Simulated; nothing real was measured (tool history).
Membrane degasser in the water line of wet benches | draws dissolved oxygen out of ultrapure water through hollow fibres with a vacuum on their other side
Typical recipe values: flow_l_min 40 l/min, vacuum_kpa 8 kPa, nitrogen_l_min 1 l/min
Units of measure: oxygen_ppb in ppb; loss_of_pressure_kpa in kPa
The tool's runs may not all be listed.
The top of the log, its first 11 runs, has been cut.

run     day  flow_l_min  vacuum_kpa  nitrogen_l_min  hours since the membrane was changed  hours since the vacuum gauge was calibrated  hours since the vacuum lines were made tight  oxygen_ppb  loss_of_pressure_kpa
 12  30.112          40           8               1                                  1093                                          298                                          7213       388.4                 69.01
 13  31.992          40           8               1                                  1138                                          343                                          7258       383.8                 68.91
 14    34.8          33           8               1                                  1205                                          411                                          7325       323.8                 57.33
 15  38.038          33           8               1                                  1283                                          488                                          7403         321                  56.8
 16  41.267          33           8               1                                  1360                                          566                                          7480       318.3                 57.02
 17  45.308          33           8               1                                  1457                                          663                                          7577       320.8                 57.05
 18  48.921          64        8.18             1.1                                  1544                                          749                                          7664         580                110.45
 19  51.233          64        8.18             1.1                                  1600                                          805                                          7719       580.7                110.44
 20  53.283          64        18.3            1.31                                  1649                                          854                                          7769      1302.8                111.46
     55.371  -- seals of the vacuum lines changed
 21  55.658          40        7.56            0.82                                  1704                                          909                                             7       407.2                 68.82

Predict the results of run 22:
 22  59.588          49        15.6            1.72                                  1798                                         1003                                           101           ?                     ?

oxygen_ppb: 715.4 ppb
loss_of_pressure_kpa: 84.86 kPa
The same run, on a tool lacking any hidden state, would have yielded oxygen_ppb 715.2 ppb, loss_of_pressure_kpa 84.84 kPa.
